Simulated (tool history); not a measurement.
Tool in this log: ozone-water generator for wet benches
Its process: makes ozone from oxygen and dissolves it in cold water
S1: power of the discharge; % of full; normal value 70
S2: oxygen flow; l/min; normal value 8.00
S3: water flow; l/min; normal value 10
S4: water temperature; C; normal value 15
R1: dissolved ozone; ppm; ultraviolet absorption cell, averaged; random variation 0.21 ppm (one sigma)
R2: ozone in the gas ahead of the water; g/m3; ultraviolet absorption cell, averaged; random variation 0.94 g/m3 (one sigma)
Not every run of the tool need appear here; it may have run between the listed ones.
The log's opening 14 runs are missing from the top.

run	hour	S1	S2	S3	S4	R1	R2
15	936.3	70	8.00	10	15	30.0	159.1
16	980.4	45	8.00	10	15	23.2	124.4
17	1036.1	45	8.00	10	15	23.3	125.1
18	1100.3	62	4.30	7	10	48.7	231.9
19	1191.1	60	5.77	14	11	25.2	182.8
20	1246.6	48	6.42	11	15	24.3	149.2
21	1305.3	65	10.90	11	18	22.2	124.3
22	1397.3	65	10.90	11	18	22.2	125.0
23	1456.2	65	10.90	11	18	22.3	124.4
24	1509.9	63	4.65	11	19	29.7	221.0
25	1564.2	63	4.65	11	19	28.9	218.9
26	1629.2	56	4.65	12	19	25.3	205.1
27	1702.2	59	5.14	8	8	42.0	198.1
28	1742.0	82	4.33	9	13	45.2	267.8
29	1814.2	70	5.48	6	13	48.6	208.6
30	1907.5	70	8.25	6	23	31.4	154.9
31	1998.0	41	5.94	16	10	18.2	143.6
32	2086.8	63	13.51	16	16	16.2	104.2
33	2146.6	59	13.51	16	8	18.8	100.7

Alternative continuations, all from the tool just after run 33; predict every row:
A	2202.1	58	13.37	8	8	?	?
B	2202.1	59	4.14	16	8	?	?
C	2202.1	66	13.51	16	8	?	?

run	R1	R2
A	28.4	100.1
B	24.4	227.5
C	19.9	107.0
Take away the tool's hidden state, keep each run's random variation, and the runs would have read:
run	R1	R2
A	28.5	100.3
B	24.4	227.9
C	20.0	107.2
